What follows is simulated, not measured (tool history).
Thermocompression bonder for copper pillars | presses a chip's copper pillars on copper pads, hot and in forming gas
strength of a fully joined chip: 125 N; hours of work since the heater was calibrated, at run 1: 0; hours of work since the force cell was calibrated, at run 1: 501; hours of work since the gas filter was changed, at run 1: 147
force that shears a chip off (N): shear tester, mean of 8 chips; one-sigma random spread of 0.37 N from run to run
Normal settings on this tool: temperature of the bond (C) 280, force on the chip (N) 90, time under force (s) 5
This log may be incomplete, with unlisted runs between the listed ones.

run    hour  temperature of the bond (C)  force on the chip (N)  time under force (s)  hours of work since the heater was calibrated  hours of work since the force cell was calibrated  hours of work since the gas filter was changed  force that shears a chip off (N)
  1     0.0                          280                     90                     5                                              0                                                501                                             147                              66.8
  2    42.2                          280                     90                     3                                             24                                                525                                             171                              56.1
  3    87.6                          280                     90                     5                                             50                                                551                                             196                              65.8
  4   149.6                          280                     90                     5                                             85                                                586                                             231                              66.4
  5   179.8                          280                     90                     5                                            102                                                603                                             248                              67.1
  6   217.1                          280                     89                     5                                            123                                                624                                             269                              66.5
      243.2  -- forming gas filter changed
  7   280.1                          280                     89                     5                                            158                                                659                                              21                              66.3
  8   316.0                          280                     89                     5                                            178                                                679                                              41                              66.4
  9   373.0                          298                     90                     5                                            210                                                712                                              73                              82.7
 10   400.4                          280                     65                     5                                            226                                                727                                              89                              57.6
 11   437.2                          280                     65                     5                                            247                                                748                                             110                              58.2
 12   492.1                          280                     90                     4                                            278                                                779                                             141                              61.2
 13   521.1                          280                     90                     4                                            294                                                795                                             157                              62.0
 14   559.9                          280                     90                     3                                            316                                                817                                             179                              55.2
 15   612.2                          280                     90                     5                                            346                                                847                                             209                              66.8
 16   665.8                          280                     90                     5                                            376                                                877                                             239                              66.5
 17   710.4                          266                     90                     5                                            401                                                902                                             264                              53.9
      747.4  -- forming gas filter changed
 18   750.0                          280                     90                     5                                            423                                                924                                               1                              66.2
 19   809.7                          280                     90                     5                                            457                                                958                                              35                              66.7
 20   849.6                          280                     90                     5                                            479                                                981                                              58                              66.6
 21   880.0                          280                     90                     6                                            497                                                998                                              75                              71.0
 22   908.1                          255                     67                    11                                            513                                               1014                                              91                              53.3
 23   963.2                          287                    121                     5                                            544                                               1045                                             122                              81.1
 24   996.7                          258                    132                    13                                            563                                               1064                                             141                              78.1
 25  1034.8                          258                    132                    13                                            584                                               1085                                             162                              77.8
 26  1074.4                          282                     90                     4                                            606                                               1108                                             185                              63.4
 27  1129.0                          282                     90                     4                                            637                                               1139                                             216                              63.0
     1139.9  -- force cell calibrated
 28  1157.7                          282                     90                     4                                            653                                                 10                                             231                              63.7
 29  1206.1                          282                    113                     4                                            680                                                 37                                             258                              69.6
     1252.1  -- forming gas filter changed
 30  1261.0                          297                     55                     4                                            711                                                 68                                               5                              63.9
 31  1315.3                          308                    132                     5                                            741                                                 99                                              36                             101.2
 32  1342.2                          308                    132                     5                                            757                                                114                                              51                             100.5
 33  1369.3                          293                    103                     7                                            772                                                129                                              66                              89.8
 34  1406.5                          258                     56                     7                                            793                                                150                                              87                              43.0
 35  1435.8                          258                     56                     7                                            810                                                167                                             104                              43.2
     1462.5  -- heater calibrated with a thermocouple chip
 36  1490.6                          258                     56                     7                                             16                                                197                                             134                              42.3
 37  1542.8                          264                    114                     5                                             45                                                226                                             163                              58.9
 38  1578.7                          264                    114                     6                                             66                                                246                                             183                              62.8
 39  1607.6                          254                    114                     4                                             82                                                263                                             200                              45.6

Take each entry between the runs: how does the hidden state at the last listed run before it differ from the hidden state at the first listed run after it?
After run 6, before run 7: forming gas filter changed (hour 243.2)
  oxide that the forming gas leaves, % of the face: 0.67 -> 0.52
After run 17, before run 18: forming gas filter changed (hour 747.4)
  oxide that the forming gas leaves, % of the face: 0.68 -> 0.51
After run 27, before run 28: force cell calibrated (hour 1139.9)
  force that reaches the chip, % of what is set: 99.7 -> 100; oxide that the forming gas leaves, % of the face: 0.65 -> 0.66
After run 29, before run 30: forming gas filter changed (hour 1252.1)
  oxide that the forming gas leaves, % of the face: 0.68 -> 0.5
After run 35, before run 36: heater calibrated with a thermocouple chip (hour 1462.5)
  true temperature of the bond over the reading, C: 0.2 -> -0.1; force that reaches the chip, % of what is set: 100 -> 99.9; oxide that the forming gas leaves, % of the face: 0.57 -> 0.59
